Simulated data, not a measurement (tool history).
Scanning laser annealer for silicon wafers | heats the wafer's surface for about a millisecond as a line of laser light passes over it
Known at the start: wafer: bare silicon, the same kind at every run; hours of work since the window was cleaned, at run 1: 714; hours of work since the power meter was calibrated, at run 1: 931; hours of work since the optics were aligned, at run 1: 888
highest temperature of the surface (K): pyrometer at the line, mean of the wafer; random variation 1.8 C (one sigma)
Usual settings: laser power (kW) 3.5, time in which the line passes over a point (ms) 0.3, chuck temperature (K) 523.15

| run | hour | laser power (kW) | time in which the line passes over a point (ms) | chuck temperature (K) | hours of work since the window was cleaned | hours of work since the power meter was calibrated | hours of work since the optics were aligned | highest temperature of the surface (K) |
|---|---|---|---|---|---|---|---|---|
| 1 | 0 | 3.5 | 0.3 | 523.15 | 714 | 931 | 888 | 1299.15 |
| 2 | 22.9 | 3.5 | 0.28 | 523.15 | 729 | 946 | 902 | 1270.15 |
| 3 | 64.1 | 3.5 | 0.28 | 523.15 | 755 | 972 | 928 | 1268.15 |
| 4 | 89.4 | 3.5 | 0.28 | 523.15 | 771 | 988 | 944 | 1269.15 |
| 5 | 111 | 3.5 | 0.28 | 523.15 | 785 | 1002 | 958 | 1270.15 |
| 6 | 132.9 | 3.5 | 0.28 | 531.15 | 799 | 1016 | 972 | 1277.15 |
| 7 | 164.9 | 3.65 | 0.3 | 523.15 | 819 | 1036 | 992 | 1337.15 |
| 8 | 193.7 | 3.65 | 0.3 | 523.15 | 837 | 1054 | 1011 | 1333.15 |
| 9 | 222.3 | 3.65 | 0.3 | 523.15 | 856 | 1072 | 1029 | 1332.15 |
| 10 | 255.6 | 3.65 | 0.3 | 523.15 | 877 | 1094 | 1050 | 1336.15 |
| 11 | 273.5 | 3.65 | 0.3 | 523.15 | 888 | 1105 | 1061 | 1335.15 |
|  | 308.8 | window over the wafer cleaned |
| 12 | 315.3 | 3.65 | 0.3 | 523.15 | 4 | 1130 | 1086 | 1363.15 |
| 13 | 343.9 | 3.65 | 0.3 | 523.15 | 22 | 1148 | 1105 | 1361.15 |
| 14 | 383.8 | 3.65 | 0.3 | 523.15 | 48 | 1174 | 1130 | 1360.15 |
| 15 | 424.9 | 3.5 | 0.3 | 530.15 | 74 | 1200 | 1156 | 1321.15 |
| 16 | 467.9 | 3.5 | 0.3 | 523.15 | 101 | 1227 | 1183 | 1315.15 |
| 17 | 490.5 | 3.5 | 0.3 | 523.15 | 115 | 1241 | 1198 | 1314.15 |
| 18 | 513.2 | 3.5 | 0.3 | 523.15 | 130 | 1256 | 1212 | 1312.15 |
| 19 | 545.9 | 3.5 | 0.3 | 523.15 | 151 | 1277 | 1233 | 1311.15 |
| 20 | 580 | 3.5 | 0.285 | 523.15 | 172 | 1298 | 1255 | 1287.15 |
| 21 | 611.4 | 3.5 | 0.285 | 523.15 | 192 | 1318 | 1274 | 1288.15 |
| 22 | 634.6 | 3.5 | 0.285 | 523.15 | 207 | 1333 | 1289 | 1287.15 |
| 23 | 675.4 | 3.11 | 0.248 | 499.15 | 233 | 1359 | 1315 | 1112.15 |
|  | 683.3 | optics aligned, line set to its width |
| 24 | 702 | 3.52 | 0.373 | 544.15 | 246 | 1373 | 12 | 1409.15 |
| 25 | 743.3 | 3.102 | 0.259 | 531.15 | 273 | 1399 | 38 | 1142.15 |

The next listed run, before its measurement:
| 26 | 761.8 | 3.102 | 0.259 | 531.15 | 284 | 1410 | 50 | ? |

{"run 26": {"highest temperature of the surface (K)": 1141.15}}
Without the tool's hidden state the same run would have given highest temperature of the surface (K) 1183.15.

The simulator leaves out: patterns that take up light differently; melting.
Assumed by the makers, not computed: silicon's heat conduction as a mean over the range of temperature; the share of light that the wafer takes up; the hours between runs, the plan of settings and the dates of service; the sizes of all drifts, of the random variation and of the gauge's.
